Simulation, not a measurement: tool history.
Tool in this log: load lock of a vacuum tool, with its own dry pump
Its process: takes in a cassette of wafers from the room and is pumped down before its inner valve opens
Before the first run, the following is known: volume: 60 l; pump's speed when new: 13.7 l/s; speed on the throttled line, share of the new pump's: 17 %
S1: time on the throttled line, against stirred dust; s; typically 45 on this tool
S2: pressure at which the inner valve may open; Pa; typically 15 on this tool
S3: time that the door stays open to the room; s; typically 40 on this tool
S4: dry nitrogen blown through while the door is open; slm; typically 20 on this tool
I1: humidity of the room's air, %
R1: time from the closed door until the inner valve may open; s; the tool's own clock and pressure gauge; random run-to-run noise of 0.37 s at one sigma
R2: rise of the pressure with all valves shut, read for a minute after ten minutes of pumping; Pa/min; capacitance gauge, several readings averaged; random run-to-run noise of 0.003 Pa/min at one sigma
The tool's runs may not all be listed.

| run | day | S1 | S2 | S3 | S4 | I1 | R1 | R2 |
|---|---|---|---|---|---|---|---|---|
| 1 | 0.000 | 45 | 15 | 40 | 20 | 47.4 | 76.5 | 0.032 |
| 2 | 4.608 | 45 | 15 | 40 | 20 | 46.0 | 75.7 | 0.029 |
| 3 | 9.333 | 45 | 15 | 40 | 20 | 44.9 | 76.0 | 0.024 |
| 4 | 17.042 | 45 | 15 | 199 | 20 | 45.3 | 76.3 | 0.043 |
| 5 | 24.696 | 45 | 15 | 199 | 20 | 44.3 | 75.8 | 0.045 |
| 6 | 30.888 | 45 | 15 | 199 | 20 | 44.8 | 76.0 | 0.044 |
| 7 | 37.650 | 45 | 15 | 199 | 20 | 45.6 | 75.3 | 0.048 |
| 8 | 45.029 | 45 | 15 | 199 | 20 | 42.2 | 76.2 | 0.045 |
| 9 | 51.004 | 45 | 15 | 199 | 20 | 42.6 | 75.8 | 0.045 |
| 10 | 58.767 | 45 | 15 | 199 | 20 | 43.4 | 77.2 | 0.044 |
| 11 | 62.604 | 45 | 15 | 37 | 20 | 47.0 | 76.0 | 0.027 |
| 12 | 70.758 | 45 | 15 | 37 | 20 | 42.0 | 75.8 | 0.030 |
| 13 | 74.796 | 45 | 15 | 37 | 20 | 46.3 | 75.9 | 0.025 |
| 14 | 83.288 | 45 | 15 | 40 | 20 | 41.6 | 76.4 | 0.022 |
| 15 | 90.083 | 45 | 15 | 40 | 39 | 41.6 | 76.1 | 0.016 |
| 16 | 97.112 | 45 | 15 | 40 | 39 | 45.8 | 76.1 | 0.015 |
| 17 | 101.158 | 45 | 15 | 47 | 39 | 46.3 | 76.0 | 0.024 |
| 18 | 109.296 | 45 | 15 | 47 | 39 | 42.7 | 76.1 | 0.022 |
| 19 | 114.804 | 23 | 15 | 40 | 8 | 46.8 | 58.0 | 0.046 |
| 20 | 122.183 | 24 | 15 | 40 | 8 | 44.4 | 59.0 | 0.039 |
| 21 | 129.758 | 62 | 15 | 40 | 8 | 42.0 | 90.5 | 0.043 |
| 22 | 138.646 | 55 | 15 | 40 | 25 | 47.7 | 84.4 | 0.024 |
| 23 | 144.729 | 55 | 15 | 40 | 25 | 44.2 | 84.2 | 0.028 |
| 24 | 153.675 | 55 | 15 | 40 | 25 | 45.1 | 83.8 | 0.026 |
| 25 | 160.425 | 25 | 15 | 40 | 10 | 43.8 | 59.5 | 0.039 |
| 26 | 168.267 | 25 | 15 | 40 | 10 | 43.1 | 59.3 | 0.036 |
| 27 | 172.254 | 25 | 15 | 40 | 10 | 44.5 | 60.1 | 0.037 |
| 28 | 179.438 | 25 | 25 | 109 | 29 | 47.1 | 57.4 | 0.031 |
| 29 | 185.771 | 25 | 17 | 233 | 20 | 44.0 | 58.9 | 0.051 |
| 30 | 191.104 | 25 | 17 | 233 | 20 | 45.5 | 58.7 | 0.050 |
| 31 | 196.967 | 53 | 18 | 29 | 11 | 46.0 | 81.5 | 0.035 |
| 32 | 204.338 | 45 | 28 | 40 | 20 | 48.8 | 73.2 | 0.031 |
| 33 | 211.871 | 45 | 11 | 185 | 11 | 48.1 | 77.4 | 0.064 |
| 34 | 216.821 | 45 | 11 | 185 | 11 | 46.4 | 77.8 | 0.060 |
| 35 | 225.362 | 45 | 25 | 55 | 7 | 42.5 | 73.9 | 0.048 |
| 36 | 233.033 | 52 | 18 | 179 | 43 | 43.8 | 81.1 | 0.028 |

Alternative continuations, all from the tool just after run 36; predict every row:
| A | 237.421 | 52 | 28 | 122 | 10 | 45.6 | ? | ? |
| B | 237.421 | 43 | 18 | 149 | 43 | 45.6 | ? | ? |
| C | 237.421 | 72 | 13 | 40 | 17 | 48.5 | ? | ? |

| run | R1 | R2 |
|---|---|---|
| A | 78.8 | 0.056 |
| B | 73.6 | 0.021 |
| C | 99.2 | 0.033 |
With no hidden state in the tool, these same runs would have given:
| run | R1 | R2 |
|---|---|---|
| A | 78.8 | 0.055 |
| B | 73.6 | 0.020 |
| C | 99.2 | 0.032 |

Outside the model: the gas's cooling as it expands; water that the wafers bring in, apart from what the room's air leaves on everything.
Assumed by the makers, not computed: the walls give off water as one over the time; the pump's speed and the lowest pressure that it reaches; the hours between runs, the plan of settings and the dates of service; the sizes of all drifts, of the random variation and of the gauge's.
